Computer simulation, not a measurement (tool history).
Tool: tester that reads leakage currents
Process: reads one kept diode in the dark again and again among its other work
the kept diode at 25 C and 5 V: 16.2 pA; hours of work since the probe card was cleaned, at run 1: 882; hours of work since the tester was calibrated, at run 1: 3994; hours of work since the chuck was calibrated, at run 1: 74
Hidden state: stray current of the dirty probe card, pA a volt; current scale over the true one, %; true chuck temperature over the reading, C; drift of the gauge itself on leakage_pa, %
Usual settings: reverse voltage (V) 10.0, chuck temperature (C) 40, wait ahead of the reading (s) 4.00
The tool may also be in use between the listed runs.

run	hour	reverse voltage (V)	chuck temperature (C)	wait ahead of the reading (s)	hours of work since the probe card was cleaned	hours of work since the tester was calibrated	hours of work since the chuck was calibrated	current that the tester gives (pA)
1	0.0	10.0	40	4.00	882	3994	74	74.33
2	175.0	10.0	40	4.00	971	4083	163	75.57
# hour 317.6: probe card cleaned and baked
3	401.7	10.0	40	4.00	43	4197	276	71.69
4	591.5	10.0	23	4.00	139	4293	373	22.93
5	746.3	10.0	40	4.00	218	4371	451	74.38
6	873.7	10.0	40	4.00	282	4436	516	74.75
7	985.3	10.0	40	4.00	339	4493	572	76.05
8	1171.1	4.4	40	4.00	433	4587	667	46.72
# hour 1194.4: tester calibrated
9	1303.4	4.4	40	4.00	499	55	733	47.26
10	1534.4	4.4	40	4.00	617	173	850	48.44
11	1692.4	10.0	40	9.45	697	253	930	81.62
# hour 1837.0: chuck's temperature calibrated
12	1912.0	10.0	40	4.00	807	363	38	73.74
13	2052.2	3.3	40	4.00	878	434	109	37.46
14	2151.6	3.3	40	4.00	929	485	160	38.03
# hour 2256.9: tester calibrated, once more
15	2334.5	3.3	40	4.00	1021	39	251	39.46
# hour 2391.9: probe card cleaned and baked
16	2467.5	3.3	40	4.00	38	105	317	38.15
17	2604.2	3.3	40	4.00	108	175	387	38.42
18	2826.5	10.0	40	4.00	221	288	500	77.06
19	2955.1	10.0	40	4.00	286	353	565	77.86
20	3095.8	5.8	23	0.33	357	424	636	19.44
21	3207.9	3.4	40	4.00	414	481	693	41.48
22	3430.6	2.6	40	4.00	527	594	806	35.91
23	3605.7	2.6	40	1.55	616	683	895	36.33
24	3713.4	2.6	32	1.55	671	738	950	21.92
# hour 3818.2: chuck's temperature calibrated
25	3945.2	8.7	29	0.81	787	854	64	35.79
26	4168.2	10.0	40	1.76	900	967	178	78.39
27	4377.2	14.4	38	2.18	1007	1074	284	89.34
# hour 4464.5: probe card cleaned and baked
28	4535.6	10.0	59	6.14	36	1152	363	243.51
29	4720.9	4.4	45	4.00	130	1246	457	64.00
30	4903.3	10.0	60	1.24	223	1339	549	265.04
31	5063.0	10.0	60	1.24	304	1420	630	267.38
32	5257.8	10.0	60	3.64	403	1519	729	271.97
33	5486.5	1.1	60	0.77	519	1635	845	72.97
34	5607.8	3.5	25	0.34	580	1697	907	16.92
35	5778.3	3.5	25	0.34	667	1783	993	17.26
# hour 5798.2: chuck's temperature calibrated
36	5885.6	3.5	39	5.57	720	1837	44	36.85
37	5995.7	3.5	48	2.28	776	1892	100	65.37
38	6095.1	2.0	48	0.93	827	1943	151	47.19

Forecast each of these 3 alternatives for the next run:
A	6195.6	2.0	48	1.99	878	1994	202	?
B	6195.6	7.7	48	0.55	878	1994	202	?
C	6195.6	10.0	59	0.45	878	1994	202	?

run	current that the tester gives (pA)
A	47.36
B	108.91
C	244.42
Without the tool's hidden state the same runs would have given:
run	current that the tester gives (pA)
A	45.29
B	102.62
C	234.42
